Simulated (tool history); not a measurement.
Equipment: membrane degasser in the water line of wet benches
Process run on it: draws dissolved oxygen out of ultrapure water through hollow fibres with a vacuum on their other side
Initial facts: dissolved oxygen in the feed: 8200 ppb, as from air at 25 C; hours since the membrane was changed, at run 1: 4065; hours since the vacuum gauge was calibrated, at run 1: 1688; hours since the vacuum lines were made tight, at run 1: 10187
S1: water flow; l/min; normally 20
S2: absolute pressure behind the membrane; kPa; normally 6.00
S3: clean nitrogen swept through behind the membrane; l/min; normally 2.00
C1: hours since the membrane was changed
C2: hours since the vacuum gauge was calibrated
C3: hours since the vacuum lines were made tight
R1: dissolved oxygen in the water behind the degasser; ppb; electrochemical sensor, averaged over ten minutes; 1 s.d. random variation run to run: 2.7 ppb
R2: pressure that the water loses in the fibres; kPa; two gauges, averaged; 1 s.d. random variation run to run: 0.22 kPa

{"run": 1, "day": 0.0, "S1": 20, "S2": 6.0, "S3": 2.0, "C1": 4065, "C2": 1688, "C3": 10187, "R1": 283.0, "R2": 55.87}
{"run": 2, "day": 2.638, "S1": 20, "S2": 6.0, "S3": 0.88, "C1": 4129, "C2": 1751, "C3": 10250, "R1": 359.2, "R2": 55.52}
{"run": 3, "day": 6.058, "S1": 13, "S2": 6.0, "S3": 2.0, "C1": 4211, "C2": 1833, "C3": 10333, "R1": 114.6, "R2": 36.57}
{"run": 4, "day": 9.804, "S1": 13, "S2": 6.0, "S3": 2.0, "C1": 4301, "C2": 1923, "C3": 10422, "R1": 113.2, "R2": 36.2}
{"run": 5, "day": 12.246, "S1": 13, "S2": 6.0, "S3": 2.0, "C1": 4359, "C2": 1981, "C3": 10481, "R1": 114.6, "R2": 36.19}
{"run": 6, "day": 16.0, "S1": 13, "S2": 6.0, "S3": 2.0, "C1": 4449, "C2": 2072, "C3": 10571, "R1": 116.1, "R2": 36.49}
{"run": 7, "day": 18.6, "S1": 13, "S2": 6.0, "S3": 2.0, "C1": 4512, "C2": 2134, "C3": 10634, "R1": 114.4, "R2": 36.45}
{"run": 8, "day": 21.475, "S1": 20, "S2": 6.0, "S3": 2.0, "C1": 4581, "C2": 2203, "C3": 10702, "R1": 292.0, "R2": 55.85}
{"run": 9, "day": 24.483, "S1": 20, "S2": 13.08, "S3": 2.0, "C1": 4653, "C2": 2275, "C3": 10775, "R1": 449.8, "R2": 55.99}
{"run": 10, "day": 26.208, "S1": 20, "S2": 13.08, "S3": 2.0, "C1": 4694, "C2": 2317, "C3": 10816, "R1": 445.0, "R2": 55.95}
{"run": 11, "day": 28.942, "S1": 20, "S2": 13.08, "S3": 1.69, "C1": 4760, "C2": 2382, "C3": 10882, "R1": 486.1, "R2": 55.79}
{"run": 12, "day": 32.725, "S1": 25, "S2": 12.17, "S3": 1.69, "C1": 4851, "C2": 2473, "C3": 10972, "R1": 634.8, "R2": 69.82}
{"run": 13, "day": 35.317, "S1": 25, "S2": 12.17, "S3": 1.69, "C1": 4913, "C2": 2535, "C3": 11035, "R1": 638.3, "R2": 70.4}
{"run": 14, "day": 37.904, "S1": 14, "S2": 4.93, "S3": 2.0, "C1": 4975, "C2": 2597, "C3": 11097, "R1": 118.3, "R2": 39.32}
{"run": 15, "day": 39.708, "S1": 19, "S2": 11.09, "S3": 5.78, "C1": 5018, "C2": 2640, "C3": 11140, "R1": 257.5, "R2": 53.31}
{"run": 16, "day": 42.212, "S1": 19, "S2": 11.09, "S3": 5.78, "C1": 5078, "C2": 2701, "C3": 11200, "R1": 264.4, "R2": 52.7}
{"run": 17, "day": 44.688, "S1": 19, "S2": 11.09, "S3": 5.78, "C1": 5138, "C2": 2760, "C3": 11260, "R1": 261.6, "R2": 53.28}
{"run": 18, "day": 46.992, "S1": 20, "S2": 8.8, "S3": 1.21, "C1": 5193, "C2": 2815, "C3": 11315, "R1": 427.2, "R2": 55.73}
{"run": 19, "day": 51.021, "S1": 20, "S2": 8.8, "S3": 1.21, "C1": 5290, "C2": 2912, "C3": 11412, "R1": 431.6, "R2": 56.23}
{"run": 20, "day": 52.75, "S1": 32, "S2": 7.0, "S3": 1.06, "C1": 5331, "C2": 2954, "C3": 11453, "R1": 805.9, "R2": 89.86}

Alternative continuations, all from the tool just after run 20; predict every row:
{"run": "A", "day": 54.95, "S1": 20, "S2": 7.0, "S3": 1.85, "C1": 5384, "C2": 3006, "C3": 11506, "R1": "?", "R2": "?"}
{"run": "B", "day": 54.95, "S1": 23, "S2": 3.92, "S3": 0.91, "C1": 5384, "C2": 3006, "C3": 11506, "R1": "?", "R2": "?"}
{"run": "C", "day": 54.95, "S1": 31, "S2": 5.65, "S3": 2.0, "C1": 5384, "C2": 3006, "C3": 11506, "R1": "?", "R2": "?"}
{"run": "D", "day": 54.95, "S1": 17, "S2": 6.0, "S3": 2.0, "C1": 5384, "C2": 3006, "C3": 11506, "R1": "?", "R2": "?"}
{"run": "E", "day": 54.95, "S1": 32, "S2": 13.25, "S3": 1.06, "C1": 5384, "C2": 3006, "C3": 11506, "R1": "?", "R2": "?"}

run=A R1=325.1 R2=56.00
run=B R1=353.8 R2=64.53
run=C R1=639.6 R2=86.31
run=D R1=212.0 R2=47.66
run=E R1=1142.1 R2=89.52
Without the tool's unlogged condition, the same runs would have read:
run=A R1=296.4 R2=54.51
run=B R1=317.2 R2=62.82
run=C R1=593.2 R2=84.00
run=D R1=190.2 R2=46.39
run=E R1=1090.5 R2=87.14

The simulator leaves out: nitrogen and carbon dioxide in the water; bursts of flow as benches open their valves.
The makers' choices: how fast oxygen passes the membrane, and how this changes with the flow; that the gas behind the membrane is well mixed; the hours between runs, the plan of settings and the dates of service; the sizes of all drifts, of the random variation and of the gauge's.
